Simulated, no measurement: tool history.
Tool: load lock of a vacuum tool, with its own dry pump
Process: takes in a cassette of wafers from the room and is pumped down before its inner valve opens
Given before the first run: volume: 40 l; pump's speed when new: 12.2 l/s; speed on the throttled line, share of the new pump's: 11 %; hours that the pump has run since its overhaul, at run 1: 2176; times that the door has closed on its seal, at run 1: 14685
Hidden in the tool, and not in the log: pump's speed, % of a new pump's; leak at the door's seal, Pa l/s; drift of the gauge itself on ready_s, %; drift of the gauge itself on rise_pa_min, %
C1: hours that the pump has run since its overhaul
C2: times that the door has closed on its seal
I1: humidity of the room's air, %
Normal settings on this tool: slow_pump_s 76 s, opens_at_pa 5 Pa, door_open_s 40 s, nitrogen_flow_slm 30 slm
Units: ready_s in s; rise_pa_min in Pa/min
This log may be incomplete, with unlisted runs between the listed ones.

Run 1, hour 0.0: usual settings; C1 2176; C2 14685; I1 43.9. Result: ready_s 100.6 s, rise_pa_min 0.026 Pa/min.
Run 2, hour 170.1: usual settings; C1 2346; C2 14995; I1 44.2. Result: ready_s 100.8 s, rise_pa_min 0.026 Pa/min.
Run 3, hour 293.2: usual settings; C1 2469; C2 15219; I1 48.1. Result: ready_s 101.1 s, rise_pa_min 0.024 Pa/min.
Run 4, hour 451.2: usual settings; C1 2627; C2 15506; I1 47.1. Result: ready_s 100.9 s, rise_pa_min 0.024 Pa/min.
Run 5, hour 728.9: usual settings; C1 2905; C2 16011; I1 45.4. Result: ready_s 100.7 s, rise_pa_min 0.024 Pa/min.
Run 6, hour 861.6: usual settings; C1 3038; C2 16253; I1 46.2. Result: ready_s 101.0 s, rise_pa_min 0.028 Pa/min.
Run 7, hour 1113.9: usual settings; C1 3290; C2 16711; I1 44.3. Result: ready_s 101.3 s, rise_pa_min 0.027 Pa/min.
Run 8, hour 1312.9: usual settings; C1 3489; C2 17073; I1 46.2. Result: ready_s 100.9 s, rise_pa_min 0.030 Pa/min.
Run 9, hour 1555.4: usual settings; C1 3731; C2 17515; I1 47.1. Result: ready_s 101.2 s, rise_pa_min 0.021 Pa/min.
Run 10, hour 1835.0: usual settings; C1 4011; C2 18023; I1 43.3. Result: ready_s 100.6 s, rise_pa_min 0.024 Pa/min.
Run 11, hour 2121.4: usual settings; C1 4297; C2 18544; I1 45.1. Result: ready_s 101.0 s, rise_pa_min 0.026 Pa/min.
Run 12, hour 2312.0: usual settings; C1 4488; C2 18891; I1 47.5. Result: ready_s 100.6 s, rise_pa_min 0.027 Pa/min.
Run 13, hour 2530.7: usual settings; C1 4707; C2 19289; I1 48.1. Result: ready_s 101.0 s, rise_pa_min 0.028 Pa/min.
Run 14, hour 2725.8: usual settings but nitrogen_flow_slm 23 slm; C1 4902; C2 19644; I1 44.1. Result: ready_s 100.9 s, rise_pa_min 0.025 Pa/min.
Run 15, hour 2846.3: usual settings but nitrogen_flow_slm 23 slm; C1 5022; C2 19863; I1 44.5. Result: ready_s 100.4 s, rise_pa_min 0.031 Pa/min.
Run 16, hour 2978.4: usual settings; C1 5154; C2 20103; I1 43.2. Result: ready_s 100.9 s, rise_pa_min 0.029 Pa/min.
Run 17, hour 3182.4: usual settings; C1 5358; C2 20474; I1 43.0. Result: ready_s 100.7 s, rise_pa_min 0.028 Pa/min.
Run 18, hour 3312.4: usual settings but door_open_s 87 s; C1 5488; C2 20711; I1 46.5. Result: ready_s 101.8 s, rise_pa_min 0.036 Pa/min.
Run 19, hour 3436.8: usual settings but door_open_s 87 s; C1 5613; C2 20937; I1 41.2. Result: ready_s 101.0 s, rise_pa_min 0.032 Pa/min.
Run 20, hour 3583.5: usual settings but slow_pump_s 46 s, door_open_s 87 s, nitrogen_flow_slm 4 slm; C1 5760; C2 21204; I1 49.7. Result: ready_s 74.0 s, rise_pa_min 0.063 Pa/min.
Run 21, hour 3828.8: usual settings but slow_pump_s 129 s, opens_at_pa 6 Pa, door_open_s 80 s; C1 6005; C2 21650; I1 43.6. Result: ready_s 148.2 s, rise_pa_min 0.029 Pa/min.
Run 22, hour 4110.5: usual settings but slow_pump_s 42 s, nitrogen_flow_slm 41 slm; C1 6287; C2 22163; I1 43.9. Result: ready_s 70.5 s, rise_pa_min 0.025 Pa/min.
Run 23, hour 4259.8: usual settings but slow_pump_s 91 s, opens_at_pa 7 Pa, door_open_s 59 s, nitrogen_flow_slm 12 slm; C1 6436; C2 22434; I1 45.3. Result: ready_s 113.1 s, rise_pa_min 0.039 Pa/min.
Run 24, hour 4449.6: usual settings but slow_pump_s 93 s, opens_at_pa 8 Pa, door_open_s 59 s, nitrogen_flow_slm 12 slm; C1 6626; C2 22779; I1 44.9. Result: ready_s 114.5 s, rise_pa_min 0.039 Pa/min.
Run 25, hour 4662.0: usual settings but slow_pump_s 65 s, opens_at_pa 8 Pa, door_open_s 59 s, nitrogen_flow_slm 4 slm; C1 6838; C2 23166; I1 43.6. Result: ready_s 89.1 s, rise_pa_min 0.049 Pa/min.
Run 26, hour 4943.2: usual settings but slow_pump_s 52 s; C1 7119; C2 23677; I1 44.3. Result: ready_s 79.3 s, rise_pa_min 0.021 Pa/min.
Run 27, hour 5066.7: usual settings but slow_pump_s 63 s, opens_at_pa 4 Pa, door_open_s 214 s, nitrogen_flow_slm 10 slm; C1 7243; C2 23902; I1 46.7. Result: ready_s 90.4 s, rise_pa_min 0.088 Pa/min.
Run 28, hour 5190.5: usual settings but slow_pump_s 63 s, opens_at_pa 7 Pa, door_open_s 214 s, nitrogen_flow_slm 13 slm; C1 7366; C2 24127; I1 44.6. Result: ready_s 88.5 s, rise_pa_min 0.071 Pa/min.
Run 29, hour 5349.4: usual settings but slow_pump_s 65 s, door_open_s 138 s, nitrogen_flow_slm 27 slm; C1 7525; C2 24416; I1 44.4. Result: ready_s 90.9 s, rise_pa_min 0.050 Pa/min.
Run 30, hour 5638.3: usual settings but slow_pump_s 75 s, opens_at_pa 4 Pa, door_open_s 34 s, nitrogen_flow_slm 20 slm; C1 7814; C2 24942; I1 40.6. Result: ready_s 101.3 s, rise_pa_min 0.026 Pa/min.
Run 31, hour 5822.6: usual settings but slow_pump_s 75 s, opens_at_pa 4 Pa, door_open_s 34 s, nitrogen_flow_slm 20 slm; C1 7999; C2 25277; I1 45.7. Result: ready_s 101.2 s, rise_pa_min 0.027 Pa/min.
Run 32, hour 6085.5: usual settings but nitrogen_flow_slm 14 slm; C1 8262; C2 25755; I1 46.2. Result: ready_s 101.5 s, rise_pa_min 0.037 Pa/min.
Run 33, hour 6255.8: usual settings but slow_pump_s 144 s, opens_at_pa 9 Pa, door_open_s 50 s, nitrogen_flow_slm 14 slm; C1 8432; C2 26065; I1 41.3. Result: ready_s 160.4 s, rise_pa_min 0.037 Pa/min.
Run 34, hour 6494.7: usual settings but opens_at_pa 4 Pa; C1 8671; C2 26499; I1 43.4. Result: ready_s 101.6 s, rise_pa_min 0.025 Pa/min.
Run 35, hour 6784.1: usual settings but door_open_s 110 s; C1 8960; C2 27026; I1 44.1. Result: ready_s 100.8 s, rise_pa_min 0.038 Pa/min.
Run 36, hour 7007.3: usual settings but door_open_s 66 s, nitrogen_flow_slm 17 slm; C1 9183; C2 27432; I1 45.5. Result: ready_s 100.7 s, rise_pa_min 0.042 Pa/min.
Run 37, hour 7230.1: usual settings but door_open_s 66 s, nitrogen_flow_slm 17 slm; C1 9406; C2 27837; I1 47.7. Result: ready_s 101.0 s, rise_pa_min 0.042 Pa/min.

Here are 4 independent what-if runs from the current tool condition. What would each one return?
Run A, hour 7454.0: usual settings but door_open_s 147 s, nitrogen_flow_slm 17 slm; C1 9630; C2 28245; I1 46.4. Result: ready_s ?, rise_pa_min ?.
Run B, hour 7454.0: usual settings but slow_pump_s 53 s, opens_at_pa 6 Pa, door_open_s 115 s; C1 9630; C2 28245; I1 44.2. Result: ready_s ?, rise_pa_min ?.
Run C, hour 7454.0: usual settings but slow_pump_s 114 s, opens_at_pa 9 Pa, nitrogen_flow_slm 29 slm; C1 9630; C2 28245; I1 46.5. Result: ready_s ?, rise_pa_min ?.
Run D, hour 7454.0: usual settings but slow_pump_s 62 s, door_open_s 88 s, nitrogen_flow_slm 45 slm; C1 9630; C2 28245; I1 45.2. Result: ready_s ?, rise_pa_min ?.

run  ready_s  rise_pa_min
  A    100.7        0.057
  B     80.1        0.041
  C    133.1        0.024
  D     88.6        0.028
What these runs would have given with no unlogged condition in the tool:
run  ready_s  rise_pa_min
  A    100.7        0.056
  B     80.1        0.040
  C    133.1        0.024
  D     88.6        0.028
